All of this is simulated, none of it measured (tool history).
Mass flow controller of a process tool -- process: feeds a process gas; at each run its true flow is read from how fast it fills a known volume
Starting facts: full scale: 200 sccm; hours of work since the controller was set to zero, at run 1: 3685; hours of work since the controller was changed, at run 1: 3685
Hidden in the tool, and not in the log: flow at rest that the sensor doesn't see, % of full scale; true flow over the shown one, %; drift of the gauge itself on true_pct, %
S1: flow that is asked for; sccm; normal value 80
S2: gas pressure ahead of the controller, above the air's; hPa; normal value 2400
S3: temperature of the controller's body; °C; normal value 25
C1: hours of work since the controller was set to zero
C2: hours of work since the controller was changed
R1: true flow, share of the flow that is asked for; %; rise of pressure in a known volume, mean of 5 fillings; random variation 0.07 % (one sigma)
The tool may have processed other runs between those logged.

run     hour   S1    S2  S3    C1     C2      R1
  1        0   80  2400  25  3685   3685   99.44
  2    175.5  148  2400  25  3799   3799   99.46
  3      365  148  2400  23  3921   3921   99.45
  4    589.5  148  2400  23  4067   4067   99.55
  5    921.6  148  2400  23  4282   4282   99.51
  6   1351.5   79  2400  23  4561   4561   99.66
  7   1631.5   79  2400  23  4742   4742   99.86
  8   2003.1   79  2410  23  4983   4983   99.52
  9   2369.4   80  2400  29  5220   5220   99.68
 10   2708.6   80  2400  21  5440   5440  100.01
        2847  -- controller's zero set anew
 11   2916.9   80  2400  21    45   5575   98.95
 12   3253.1   80  2400  21   263   5793   98.97
 13   3561.3   80  2400  21   463   5992   98.94
 14   3797.1   80  2400  21   616   6145   98.93
 15   3982.3   80  2400  21   736   6265   98.88
 16   4413.5   80  2400  25  1015   6545   98.76
 17   4773.7   80  2400  35  1249   6778   98.41
 18     5095   80  2400  35  1457   6986   98.41
 19   5420.2   80  2400  35  1668   7197   98.55
 20   5727.4   80  2400  35  1867   7396   98.43
 21   6075.3   80  2400  35  2092   7622   98.52
 22   6256.4   80  1640  25  2210   7739   99.35
 23   6578.5   80  1640  25  2418   7948   99.35
 24   6896.8   80  1640  25  2625   8154   99.36
 25   7183.9  158  1640  38  2811   8340   98.78
 26   7368.9  158  1640  38  2931   8460   98.86
 27   7699.1  158  1640  38  3145   8674   98.81
 28   8059.5   90  2680  33  3378   8908   98.44
 29   8334.8   90  2680  33  3557   9086   98.42
 30   8540.8   80  2400  25  3690   9220   99.02
 31   8798.4   80  2400  25  3857   9387   98.98
 32   8992.8  120  1870  25  3983   9513    99.1
 33     9266  120  1870  25  4160   9690   99.22
 34   9606.9   39  2370  25  4381   9911   99.87
 35   9836.6   39  2370  25  4530  10059  100.07
 36  10028.5   39  2370  25  4654  10184   99.96
 37  10440.3   38  2400  30  4921  10451   99.87
 38  10749.2   80  2400  33  5121  10651   98.81
 39  11053.7   80  2400  33  5319  10848   98.88
     11370.1  -- controller's zero set anew
 40  11371.8   80  2400  33     1  11054   97.57
 41  11738.7   80  2400  33   239  11292   97.62
 42    12172   80  2380  24   520  11573   98.06
 43  12466.8   24  2710  29   711  11764   97.82
 44  12795.5   24  2710  29   924  11977   97.96
 45  13007.3  118  2400  31  1061  12114   97.83
 46  13269.1   80  1600  36  1231  12284   97.93
 47  13621.5   26  1590  25  1459  12512   98.86
 48    14038   91  1630  25  1729  12782   98.48

Alternative continuations, all from the tool just after run 48; predict every row:
  A  14370.3   80  2570  21  1944  12997   ?
  B  14370.3   95  1630  25  1944  12997   ?
  C  14370.3  185  1990  25  1944  12997   ?

run     R1
  A  98.15
  B  98.46
  C  98.58
Without the tool's hidden state the same runs would have given:
run     R1
  A  99.33
  B   99.7
  C  99.98
